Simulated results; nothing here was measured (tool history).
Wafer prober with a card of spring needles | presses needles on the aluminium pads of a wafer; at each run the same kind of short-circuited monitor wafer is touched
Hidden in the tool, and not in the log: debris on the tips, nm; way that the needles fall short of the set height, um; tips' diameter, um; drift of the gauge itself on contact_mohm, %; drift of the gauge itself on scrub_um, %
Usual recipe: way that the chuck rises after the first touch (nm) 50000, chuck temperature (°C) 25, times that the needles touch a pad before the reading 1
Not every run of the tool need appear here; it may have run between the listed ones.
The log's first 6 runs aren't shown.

run     day  way that the chuck rises after the first touch (nm)  chuck temperature (°C)  times that the needles touch a pad before the reading  touches since the tips were cleaned  cleanings since the card got new needles  touches since the first contact's height was set  resistance of one needle with its contact and lead (mohm)  way that a needle slides on the pad (nm)
      5.688  -- height of the first contact set anew
      6.183  -- tips cleaned on abrasive film
      7.138  -- tips cleaned on abrasive film
  7   7.554                                                50000                      25                                                      2                                 4358                                        18                                             19498                                                        233                                     10865
      8.125  -- tips cleaned on abrasive film
      8.983  -- tips cleaned on abrasive film
  8   9.492                                                50000                      25                                                      2                                 5339                                        20                                             39742                                                        235                                     10829
      9.942  -- tips cleaned on abrasive film
     10.812  -- tips cleaned on abrasive film
  9  10.954                                                50000                      25                                                      2                                 1480                                        22                                             54977                                                        227                                     10819
     11.654  -- tips cleaned on abrasive film
     12.583  -- tips cleaned on abrasive film
 10  12.767                                                50000                      25                                                      2                                 1945                                        24                                             73905                                                        226                                     10775
     13.221  -- height of the first contact set anew
     13.500  -- tips cleaned on abrasive film
     14.362  -- tips cleaned on abrasive film
 11  14.604                                                50000                      25                                                      2                                 2561                                        26                                             14456                                                        227                                     10874
     15.188  -- tips cleaned on abrasive film
     16.088  -- tips cleaned on abrasive film
 12  16.604                                                50000                      25                                                      2                                 5418                                        28                                             35338                                                        239                                     10837
     16.962  -- tips cleaned on abrasive film
 13  17.721                                                50000                      25                                                      1                                 7948                                        29                                             47010                                                        261                                     10830
     17.808  -- tips cleaned on abrasive film
     18.758  -- tips cleaned on abrasive film
 14  19.267                                                50000                      36                                                      1                                 5338                                        31                                             63135                                                        259                                     10795
     19.692  -- tips cleaned on abrasive film
     20.521  -- tips cleaned on abrasive film
 15  20.717                                                49000                      36                                                      1                                 2079                                        33                                             78250                                                        248                                     10545
     20.912  -- height of the first contact set anew
     21.475  -- tips cleaned on abrasive film
 16  21.621                                                39000                      25                                                      1                                 1551                                        34                                              7385                                                        248                                      8470
     22.308  -- tips cleaned on abrasive film
 17  22.992                                                50000                     124                                                      2                                 7173                                        35                                             21722                                                        259                                     10865
     23.179  -- tips cleaned on abrasive film
     24.104  -- tips cleaned on abrasive film
 18  24.117                                                50000                     124                                                      2                                  132                                        37                                             33424                                                        232                                     10862
     24.942  -- tips cleaned on abrasive film
 19  25.167                                                50000                      52                                                      2                                 2361                                        38                                             44387                                                        235                                     10849
     25.833  -- tips cleaned on abrasive film
 20  26.408                                                50000                      52                                                      2                                 6061                                        39                                             57396                                                        242                                     10831
     26.825  -- tips cleaned on abrasive film
 21  27.596                                                50000                      40                                                      2                                 8077                                        40                                             69797                                                        244                                     10814
     27.783  -- tips cleaned on abrasive film
     28.488  -- height of the first contact set anew
 22  28.508                                                68000                      98                                                      1                                 7482                                        41                                               240                                                        250                                     14821
     28.692  -- tips cleaned on abrasive film
     29.554  -- tips cleaned on abrasive film
 23  29.750                                                54000                      30                                                      2                                 2060                                        43                                             13187                                                        223                                     11740
     30.425  -- tips cleaned on abrasive film
 24  30.925                                                54000                      30                                                      2                                 5225                                        44                                             25426                                                        234                                     11726

Run 25 has not been measured yet. What should we expect?
     31.304  -- tips cleaned on abrasive film
     32.208  -- tips cleaned on abrasive film
 25  32.783                                                54000                      30                                                      2                                 6010                                        46                                             44841                                                          ?                                         ?

resistance of one needle with its contact and lead (mohm): 232
way that a needle slides on the pad (nm): 11700
Minus the tool's unlogged condition, the same run would have read resistance of one needle with its contact and lead (mohm) 203, way that a needle slides on the pad (nm) 11780.
